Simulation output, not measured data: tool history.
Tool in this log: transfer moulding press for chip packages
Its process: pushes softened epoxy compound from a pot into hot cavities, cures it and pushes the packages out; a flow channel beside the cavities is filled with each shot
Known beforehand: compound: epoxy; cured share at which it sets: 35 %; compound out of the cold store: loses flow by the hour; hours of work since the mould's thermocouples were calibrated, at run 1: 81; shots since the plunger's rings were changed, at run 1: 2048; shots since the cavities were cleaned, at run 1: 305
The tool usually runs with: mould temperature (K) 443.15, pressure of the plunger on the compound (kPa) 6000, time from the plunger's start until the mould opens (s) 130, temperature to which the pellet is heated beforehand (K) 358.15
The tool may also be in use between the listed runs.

run,day,mould temperature (K),pressure of the plunger on the compound (kPa),time from the plunger's start until the mould opens (s),temperature to which the pellet is heated beforehand (K),hours of work since the mould's thermocouples were calibrated,shots since the plunger's rings were changed,shots since the cavities were cleaned,incoming compound's hours out of the cold store,length that the compound runs in the flow channel (mm),greatest force on the pins that push the packages out (N)
1,0,443.15,6000,130,358.15,81,2048,305,17.1,698,734
2,0.462,443.15,6000,130,358.15,88,2155,412,39.8,643,733
3,0.988,443.15,6000,130,358.15,96,2275,532,15.9,701,817
4,1.308,443.15,6000,130,358.15,101,2349,606,13.2,709,809
5,1.892,443.15,6000,130,358.15,110,2483,740,29.7,670,834
6,2.208,443.15,6000,130,358.15,114,2556,813,47.2,614,834
# day 2.558: cavities cleaned with cleaning compound and waxed
7,2.558,443.15,6000,130,358.15,119,2622,0,39.5,649,534
8,3.162,443.15,6000,130,358.15,128,2762,140,28.1,672,641
9,3.442,443.15,6000,130,353.15,132,2826,204,17.1,686,706
# day 3.571: mould's thermocouples calibrated
10,3.842,443.15,6000,130,353.15,4,2900,278,28.8,664,680
11,4.162,443.15,6000,130,353.15,9,2973,351,37.8,633,713
12,4.629,443.15,6000,130,353.15,16,3080,458,25,670,769
13,4.917,443.15,6000,130,353.15,20,3147,525,38.3,617,769
14,5.238,443.15,6000,130,353.15,25,3220,598,15.9,681,794
15,5.6,448.15,5240,130,361.15,31,3305,683,29.9,585,704
16,6.112,447.15,5800,130,361.15,38,3422,800,33.4,623,730
# day 6.367: mould's thermocouples calibrated, once more
# day 6.625: cavities cleaned with cleaning compound and waxed
17,6.779,443.15,5570,132,358.15,5,3542,35,15.4,657,553
18,7.346,443.15,4650,130,362.15,14,3673,166,18.5,598,612
19,7.629,443.15,4650,130,362.15,18,3738,231,31.6,565,649
20,8.125,443.15,4650,130,362.15,26,3853,346,41.4,536,730
21,8.588,443.15,4640,130,358.15,33,3959,452,39.5,534,752
22,8.842,443.15,4640,135,358.15,36,4017,510,47,523,734
23,9.171,443.15,4640,135,358.15,41,4094,587,21,586,778
24,9.742,449.15,4700,148,358.15,50,4225,718,12.2,591,686
25,10.096,440.15,5120,150,358.15,55,4307,800,20.7,622,811
26,10.433,436.15,6000,130,357.15,60,4384,877,32.7,651,1322
# day 10.55: cavities cleaned with cleaning compound and waxed
27,11.046,443.15,5330,130,358.15,69,4512,116,39,580,588
28,11.388,443.15,7290,130,363.15,74,4590,194,9.8,760,651

Below are 4 alternative next runs, each starting from the tool's condition after run 28. Predict each:
A,11.912,443.15,4630,130,358.15,82,4711,315,18.7,?,?
B,11.912,445.15,6000,164,355.15,82,4711,315,42.5,?,?
C,11.912,449.15,7290,130,363.15,82,4711,315,40.5,?,?
D,11.912,443.15,6490,138,358.15,82,4711,315,38.5,?,?

run,length that the compound runs in the flow channel (mm),greatest force on the pins that push the packages out (N)
A,580,692
B,595,598
C,641,621
D,637,693
Without the tool's unlogged condition, the same runs would have read:
run,length that the compound runs in the flow channel (mm),greatest force on the pins that push the packages out (N)
A,644,519
B,661,442
C,712,460
D,708,518
